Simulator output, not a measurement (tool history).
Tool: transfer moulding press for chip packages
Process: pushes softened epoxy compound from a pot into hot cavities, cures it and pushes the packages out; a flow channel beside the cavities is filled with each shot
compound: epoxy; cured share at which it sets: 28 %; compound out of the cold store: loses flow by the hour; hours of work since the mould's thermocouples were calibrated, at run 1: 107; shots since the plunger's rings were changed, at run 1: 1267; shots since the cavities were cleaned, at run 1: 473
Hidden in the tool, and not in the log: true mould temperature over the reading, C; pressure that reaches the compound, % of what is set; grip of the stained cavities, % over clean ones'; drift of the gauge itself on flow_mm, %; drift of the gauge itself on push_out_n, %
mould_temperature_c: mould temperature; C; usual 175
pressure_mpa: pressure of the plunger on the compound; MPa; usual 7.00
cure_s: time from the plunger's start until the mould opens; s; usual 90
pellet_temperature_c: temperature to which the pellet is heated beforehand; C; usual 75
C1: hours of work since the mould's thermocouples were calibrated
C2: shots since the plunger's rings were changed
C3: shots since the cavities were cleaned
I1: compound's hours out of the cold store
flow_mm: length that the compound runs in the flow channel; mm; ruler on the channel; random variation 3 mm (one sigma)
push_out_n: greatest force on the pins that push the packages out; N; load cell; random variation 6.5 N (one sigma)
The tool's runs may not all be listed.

Run 1, hour 0.0: usual settings; C1 107; C2 1267; C3 473; I1 40.8. Result: flow_mm 604 mm, push_out_n 438 N.
Run 2, hour 39.3: usual settings but pressure_mpa 7.34 MPa; C1 132; C2 1745; C3 951; I1 13.2. Result: flow_mm 698 mm, push_out_n 513 N.
At hour 49.8: cavities cleaned with cleaning compound and waxed.
Run 3, hour 62.8: usual settings but pressure_mpa 7.34 MPa; C1 146; C2 2012; C3 158; I1 27.9. Result: flow_mm 647 mm, push_out_n 359 N.
Run 4, hour 88.3: usual settings but pressure_mpa 7.34 MPa; C1 162; C2 2323; C3 469; I1 32.5. Result: flow_mm 638 mm, push_out_n 463 N.
Run 5, hour 130.0: usual settings but mould_temperature_c 183 C; C1 188; C2 2830; C3 976; I1 13.7. Result: flow_mm 646 mm, push_out_n 407 N.
At hour 138.4: cavities cleaned with cleaning compound and waxed.
Run 6, hour 155.1: usual settings but mould_temperature_c 172 C; C1 203; C2 3117; C3 203; I1 35.5. Result: flow_mm 611 mm, push_out_n 462 N.
Run 7, hour 184.7: usual settings but mould_temperature_c 178 C; C1 222; C2 3478; C3 564; I1 9.6. Result: flow_mm 672 mm, push_out_n 413 N.
Run 8, hour 217.6: usual settings but pellet_temperature_c 77 C; C1 242; C2 3878; C3 964; I1 14.0. Result: flow_mm 662 mm, push_out_n 530 N.
At hour 228.0: cavities cleaned with cleaning compound and waxed.
Run 9, hour 256.3: usual settings but pellet_temperature_c 77 C; C1 266; C2 4330; C3 345; I1 31.3. Result: flow_mm 610 mm, push_out_n 436 N.
At hour 272.4: plunger's sealing rings changed.
Run 10, hour 277.1: usual settings but pellet_temperature_c 68 C; C1 277; C2 57; C3 567; I1 44.4. Result: flow_mm 601 mm, push_out_n 462 N.
Run 11, hour 314.8: usual settings but cure_s 128 s; C1 301; C2 515; C3 1025; I1 15.1. Result: flow_mm 683 mm, push_out_n 410 N.
At hour 320.8: cavities cleaned with cleaning compound and waxed.
Run 12, hour 343.2: usual settings but pellet_temperature_c 77 C; C1 318; C2 843; C3 272; I1 11.8. Result: flow_mm 687 mm, push_out_n 420 N.
Run 13, hour 377.0: usual settings but pellet_temperature_c 77 C; C1 340; C2 1254; C3 683; I1 42.0. Result: flow_mm 602 mm, push_out_n 482 N.
At hour 409.3: cavities cleaned with cleaning compound and waxed.
Run 14, hour 411.7: usual settings but pellet_temperature_c 77 C; C1 361; C2 1659; C3 30; I1 12.2. Result: flow_mm 689 mm, push_out_n 295 N.
Run 15, hour 431.0: usual settings but cure_s 81 s, pellet_temperature_c 82 C; C1 373; C2 1893; C3 264; I1 14.9. Result: flow_mm 675 mm, push_out_n 497 N.
Run 16, hour 467.1: usual settings but cure_s 81 s, pellet_temperature_c 82 C; C1 396; C2 2333; C3 704; I1 46.6. Result: flow_mm 581 mm, push_out_n 574 N.
At hour 499.1: cavities cleaned with cleaning compound and waxed.
Run 17, hour 504.7: usual settings but mould_temperature_c 168 C, pressure_mpa 7.68 MPa, cure_s 76 s, pellet_temperature_c 83 C; C1 418; C2 2772; C3 69; I1 33.1. Result: flow_mm 662 mm, push_out_n 704 N.
Run 18, hour 534.8: usual settings but mould_temperature_c 168 C, pressure_mpa 6.03 MPa, cure_s 73 s, pellet_temperature_c 69 C; C1 437; C2 3137; C3 434; I1 33.3. Result: flow_mm 583 mm, push_out_n 1122 N.
Run 19, hour 567.1: usual settings but mould_temperature_c 168 C, pressure_mpa 8.79 MPa, cure_s 83 s, pellet_temperature_c 73 C; C1 458; C2 3530; C3 827; I1 25.5. Result: flow_mm 729 mm, push_out_n 1010 N.
At hour 588.3: cavities cleaned with cleaning compound and waxed.
Run 20, hour 588.3: usual settings but mould_temperature_c 183 C, pressure_mpa 6.23 MPa, cure_s 104 s, pellet_temperature_c 69 C; C1 470; C2 3770; C3 0; I1 32.4. Result: flow_mm 561 mm, push_out_n 217 N.
Run 21, hour 623.6: usual settings but mould_temperature_c 167 C, pressure_mpa 6.17 MPa, cure_s 127 s, pellet_temperature_c 82 C; C1 492; C2 4200; C3 430; I1 32.6. Result: flow_mm 588 mm, push_out_n 418 N.
At hour 648.8: plunger's sealing rings changed.
Run 22, hour 667.5: usual settings but pressure_mpa 6.96 MPa, pellet_temperature_c 82 C; C1 519; C2 227; C3 933; I1 9.1. Result: flow_mm 699 mm, push_out_n 520 N.

Run 23 comes next. What will it give?
At hour 680.2: cavities cleaned with cleaning compound and waxed.
Run 23, hour 696.9: usual settings but mould_temperature_c 180 C, pressure_mpa 5.23 MPa; C1 536; C2 567; C3 204; I1 37.3. Result: flow_mm ?, push_out_n ?.

{"run 23": {"flow_mm": 524, "push_out_n": 323}}
Without the tool's hidden state the same run would have given flow_mm 527 mm, push_out_n 218 N.
